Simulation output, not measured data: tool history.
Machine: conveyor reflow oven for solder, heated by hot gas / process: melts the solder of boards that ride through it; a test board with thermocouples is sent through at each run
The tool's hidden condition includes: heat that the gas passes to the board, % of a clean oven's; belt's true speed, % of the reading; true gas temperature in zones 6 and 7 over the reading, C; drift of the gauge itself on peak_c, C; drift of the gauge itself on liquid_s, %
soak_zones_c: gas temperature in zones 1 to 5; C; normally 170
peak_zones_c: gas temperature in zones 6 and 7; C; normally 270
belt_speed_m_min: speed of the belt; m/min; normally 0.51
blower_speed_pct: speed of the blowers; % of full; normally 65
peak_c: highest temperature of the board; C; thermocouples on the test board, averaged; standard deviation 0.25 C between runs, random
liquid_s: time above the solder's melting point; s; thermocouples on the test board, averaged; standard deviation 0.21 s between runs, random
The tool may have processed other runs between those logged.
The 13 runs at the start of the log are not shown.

run,day,soak_zones_c,peak_zones_c,belt_speed_m_min,blower_speed_pct,hours of work since the flux was cleaned out,hours of work since the belt drive was overhauled,hours of work since the thermocouples were changed,peak_c,liquid_s
14,22.158,170,276,0.51,65,136,812,45,260.3,57.7
15,23.629,170,276,0.51,65,162,837,70,259.8,57.8
16,25.646,170,276,0.51,65,197,872,105,260.4,57.9
17,26.825,170,276,0.51,65,217,893,126,260.1,58.1
18,27.95,170,282,0.51,57,237,913,146,263.2,59.7
19,29.442,170,282,0.51,57,263,938,172,263.6,59
20,31.283,170,264,0.51,69,295,971,204,249.2,51.4
21,32.533,172,279,0.545,65,317,992,225,260,54.6
22,34.567,172,279,0.545,65,352,1028,261,260.9,54.7
23,36.812,172,279,0.545,65,391,1067,300,259.9,54
# day 37.688: belt drive overhauled, speed set with a stopwatch
24,38.121,161,279,0.433,65,411,8,320,264.8,67
# day 39.279: flux residue cleaned out of gas plates and filters
25,39.9,170,277,0.51,79,11,35,347,263.5,58.4
26,42.075,172,277,0.51,79,49,73,385,263.4,59.5
27,44.254,179,276,0.472,86,87,111,423,266,68
28,45.821,173,276,0.472,86,114,138,450,265.5,65.9
29,47.717,173,276,0.472,86,147,171,483,265,65.9
30,48.821,173,269,0.472,69,166,190,502,256.3,60.9

Below are 3 alternative next runs, each starting from the tool's condition after run 30. Predict each:
A,50.958,155,275,0.472,69,203,227,539,?,?
B,50.958,173,277,0.586,79,203,227,539,?,?
C,50.958,156,261,0.51,65,203,227,539,?,?

run,peak_c,liquid_s
A,259.5,57.1
B,258.2,48.8
C,243.2,40.6
With the hidden condition removed and each run's random variation left untouched, the same runs would have given:
run,peak_c,liquid_s
A,260.8,57.7
B,259.6,49.3
C,244.5,41.7
